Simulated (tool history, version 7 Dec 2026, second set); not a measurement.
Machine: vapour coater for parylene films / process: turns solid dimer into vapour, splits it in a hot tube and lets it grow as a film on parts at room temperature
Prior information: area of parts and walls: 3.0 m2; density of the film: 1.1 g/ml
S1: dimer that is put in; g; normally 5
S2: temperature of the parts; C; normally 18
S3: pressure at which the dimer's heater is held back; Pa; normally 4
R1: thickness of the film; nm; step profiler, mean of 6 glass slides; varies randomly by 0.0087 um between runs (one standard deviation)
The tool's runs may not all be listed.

run	day	S1	S2	S3	R1
1	0	5	18	4	714
2	1.204	5	18	4	703
3	2.412	5	18	4	712
4	3.846	5	18	4	695
5	5.5	5	18	4	698
6	6.617	5	18	4	700
7	8.183	5	18	4	692
8	9.762	5	18	4	685
9	10.6	5	18	4	686
10	12.033	5	18	9.79	594
11	13.467	5	18	9.79	603
12	14.662	5	18	9.79	575
13	15.729	5	18	4	666
14	16.971	5	18	4	680
15	18.675	5	18	6.14	615
16	19.45	5	18	6.14	628
17	20.475	5	18	6.14	619
18	21.95	8	18	9.77	910
19	22.717	2	25	4	189
20	23.783	4	29	5.37	299
21	25.038	4	29	5.37	297
22	26.921	4	18	4.98	576
23	27.658	9	18	3.25	1336
24	28.788	9	18	3.25	1333
25	29.533	3	13	8.73	482
26	30.646	3	13	3.76	541
27	32.025	8	14	9.56	1195
28	33.696	5	18	3.28	726
29	34.596	2	18	3.37	290
30	36.183	2	18	3.37	298
31	37.358	2	18	3.37	277
32	38.233	2	23	6.26	219
33	39.596	3	30	2.34	256

Withheld: 2 entries from between the runs. Position of each, and hidden state at the listed run before versus the listed run after:
Between runs 14 and 15: trap's valve overhauled (day 17.904)
  vapour lost through the trap's worn valve, %: 7.3 -> 9.5; true temperature of the parts over the reading, C: -0.37 -> -0.38
  measured minus no-state result, R1: -41 -> -53 nm
Between runs 21 and 22: trap's valve overhauled, once more (day 26.921)
  vapour lost through the trap's worn valve, %: 11.4 -> 0.4
  measured minus no-state result, R1: -31 -> +8 nm
